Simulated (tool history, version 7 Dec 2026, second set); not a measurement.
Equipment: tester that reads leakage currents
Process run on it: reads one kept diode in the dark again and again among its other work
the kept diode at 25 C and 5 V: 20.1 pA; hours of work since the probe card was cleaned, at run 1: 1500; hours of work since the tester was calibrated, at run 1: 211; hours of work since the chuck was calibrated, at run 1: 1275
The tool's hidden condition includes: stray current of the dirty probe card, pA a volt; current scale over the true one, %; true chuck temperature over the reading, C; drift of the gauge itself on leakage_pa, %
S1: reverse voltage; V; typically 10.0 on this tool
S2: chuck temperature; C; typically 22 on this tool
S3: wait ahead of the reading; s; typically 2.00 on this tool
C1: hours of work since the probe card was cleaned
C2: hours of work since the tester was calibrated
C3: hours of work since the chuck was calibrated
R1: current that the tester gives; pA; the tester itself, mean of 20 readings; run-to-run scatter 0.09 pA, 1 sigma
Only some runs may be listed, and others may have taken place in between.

{"run": 1, "hour": 0.0, "S1": 10.0, "S2": 22, "S3": 2.0, "C1": 1500, "C2": 211, "C3": 1275, "R1": 30.95}
{"run": 2, "hour": 68.4, "S1": 10.0, "S2": 22, "S3": 2.0, "C1": 1539, "C2": 250, "C3": 1314, "R1": 31.24}
{"hour": 112.7, "done": "probe card cleaned and baked"}
{"run": 3, "hour": 133.8, "S1": 10.0, "S2": 22, "S3": 2.0, "C1": 12, "C2": 285, "C3": 1349, "R1": 32.88}
{"run": 4, "hour": 181.0, "S1": 10.0, "S2": 22, "S3": 2.0, "C1": 38, "C2": 312, "C3": 1376, "R1": 33.18}
{"hour": 224.4, "done": "probe card cleaned and baked, once more"}
{"run": 5, "hour": 224.4, "S1": 10.0, "S2": 22, "S3": 2.0, "C1": 0, "C2": 334, "C3": 1398, "R1": 25.76}
{"run": 6, "hour": 278.3, "S1": 10.0, "S2": 22, "S3": 2.0, "C1": 30, "C2": 365, "C3": 1429, "R1": 25.83}
{"run": 7, "hour": 340.7, "S1": 10.0, "S2": 23, "S3": 2.0, "C1": 66, "C2": 400, "C3": 1464, "R1": 28.15}
{"run": 8, "hour": 397.2, "S1": 10.0, "S2": 22, "S3": 2.0, "C1": 97, "C2": 432, "C3": 1496, "R1": 26.14}
{"run": 9, "hour": 426.1, "S1": 10.0, "S2": 59, "S3": 2.0, "C1": 114, "C2": 448, "C3": 1512, "R1": 284.56}
{"run": 10, "hour": 469.7, "S1": 5.2, "S2": 59, "S3": 2.0, "C1": 138, "C2": 473, "C3": 1537, "R1": 197.64}
{"run": 11, "hour": 504.6, "S1": 10.0, "S2": 22, "S3": 1.79, "C1": 158, "C2": 492, "C3": 1556, "R1": 26.64}
{"run": 12, "hour": 558.6, "S1": 10.0, "S2": 22, "S3": 2.0, "C1": 188, "C2": 523, "C3": 1587, "R1": 26.77}
{"run": 13, "hour": 613.3, "S1": 10.0, "S2": 22, "S3": 2.0, "C1": 219, "C2": 554, "C3": 1618, "R1": 26.72}
{"run": 14, "hour": 665.0, "S1": 10.0, "S2": 22, "S3": 2.0, "C1": 248, "C2": 583, "C3": 1647, "R1": 26.91}
{"run": 15, "hour": 704.8, "S1": 1.7, "S2": 22, "S3": 2.0, "C1": 271, "C2": 605, "C3": 1669, "R1": 9.55}
{"hour": 733.6, "done": "chuck's temperature calibrated"}
{"run": 16, "hour": 754.9, "S1": 1.7, "S2": 22, "S3": 2.0, "C1": 298, "C2": 632, "C3": 12, "R1": 9.35}
{"run": 17, "hour": 804.4, "S1": 1.7, "S2": 27, "S3": 2.0, "C1": 326, "C2": 660, "C3": 40, "R1": 13.31}
{"run": 18, "hour": 850.7, "S1": 1.7, "S2": 27, "S3": 2.0, "C1": 352, "C2": 686, "C3": 66, "R1": 13.26}
{"run": 19, "hour": 899.7, "S1": 10.0, "S2": 22, "S3": 0.6, "C1": 379, "C2": 714, "C3": 94, "R1": 28.83}
{"run": 20, "hour": 956.1, "S1": 10.0, "S2": 55, "S3": 6.87, "C1": 411, "C2": 746, "C3": 125, "R1": 218.68}
{"run": 21, "hour": 984.3, "S1": 10.0, "S2": 55, "S3": 6.87, "C1": 427, "C2": 761, "C3": 141, "R1": 217.56}
{"run": 22, "hour": 1014.8, "S1": 10.0, "S2": 55, "S3": 6.87, "C1": 444, "C2": 779, "C3": 158, "R1": 218.72}
{"run": 23, "hour": 1051.1, "S1": 3.9, "S2": 29, "S3": 0.63, "C1": 465, "C2": 799, "C3": 179, "R1": 25.56}
{"run": 24, "hour": 1103.8, "S1": 3.9, "S2": 29, "S3": 0.63, "C1": 494, "C2": 829, "C3": 209, "R1": 25.53}
{"run": 25, "hour": 1162.0, "S1": 3.9, "S2": 29, "S3": 0.63, "C1": 527, "C2": 862, "C3": 241, "R1": 25.66}
{"run": 26, "hour": 1225.9, "S1": 1.2, "S2": 47, "S3": 4.76, "C1": 563, "C2": 898, "C3": 277, "R1": 41.32}
{"run": 27, "hour": 1291.8, "S1": 2.0, "S2": 22, "S3": 2.0, "C1": 600, "C2": 935, "C3": 315, "R1": 10.57}
{"run": 28, "hour": 1327.6, "S1": 2.0, "S2": 22, "S3": 2.0, "C1": 620, "C2": 955, "C3": 335, "R1": 10.53}
{"run": 29, "hour": 1363.7, "S1": 11.7, "S2": 48, "S3": 4.34, "C1": 641, "C2": 975, "C3": 355, "R1": 159.09}
{"run": 30, "hour": 1422.7, "S1": 10.0, "S2": 44, "S3": 2.0, "C1": 674, "C2": 1008, "C3": 388, "R1": 113.72}
{"run": 31, "hour": 1486.0, "S1": 3.2, "S2": 35, "S3": 2.0, "C1": 710, "C2": 1044, "C3": 424, "R1": 33.34}
{"run": 32, "hour": 1527.4, "S1": 3.2, "S2": 35, "S3": 2.0, "C1": 733, "C2": 1067, "C3": 447, "R1": 33.47}
{"run": 33, "hour": 1560.1, "S1": 1.9, "S2": 35, "S3": 2.0, "C1": 751, "C2": 1086, "C3": 466, "R1": 24.92}
{"run": 34, "hour": 1617.0, "S1": 1.9, "S2": 35, "S3": 2.0, "C1": 783, "C2": 1118, "C3": 498, "R1": 24.88}
{"run": 35, "hour": 1655.3, "S1": 5.6, "S2": 42, "S3": 0.51, "C1": 805, "C2": 1140, "C3": 519, "R1": 74.61}
{"run": 36, "hour": 1707.9, "S1": 5.6, "S2": 42, "S3": 0.51, "C1": 835, "C2": 1169, "C3": 549, "R1": 73.93}

Results for each run, recomputed without the tool's hidden state and with each run's random variation untouched:
run=1 R1=24.69
run=2 R1=24.80
run=3 R1=24.80
run=4 R1=24.92
run=5 R1=24.78
run=6 R1=24.72
run=7 R1=26.83
run=8 R1=24.76
run=9 R1=275.50
run=10 R1=191.31
run=11 R1=25.00
run=12 R1=24.99
run=13 R1=24.83
run=14 R1=24.89
run=15 R1=8.98
run=16 R1=9.11
run=17 R1=13.03
run=18 R1=12.97
run=19 R1=27.23
run=20 R1=216.07
run=21 R1=214.85
run=22 R1=215.88
run=23 R1=24.71
run=24 R1=24.62
run=25 R1=24.69
run=26 R1=40.75
run=27 R1=10.01
run=28 R1=9.95
run=29 R1=154.85
run=30 R1=110.08
run=31 R1=32.13
run=32 R1=32.21
run=33 R1=24.09
run=34 R1=24.01
run=35 R1=72.01
run=36 R1=71.26
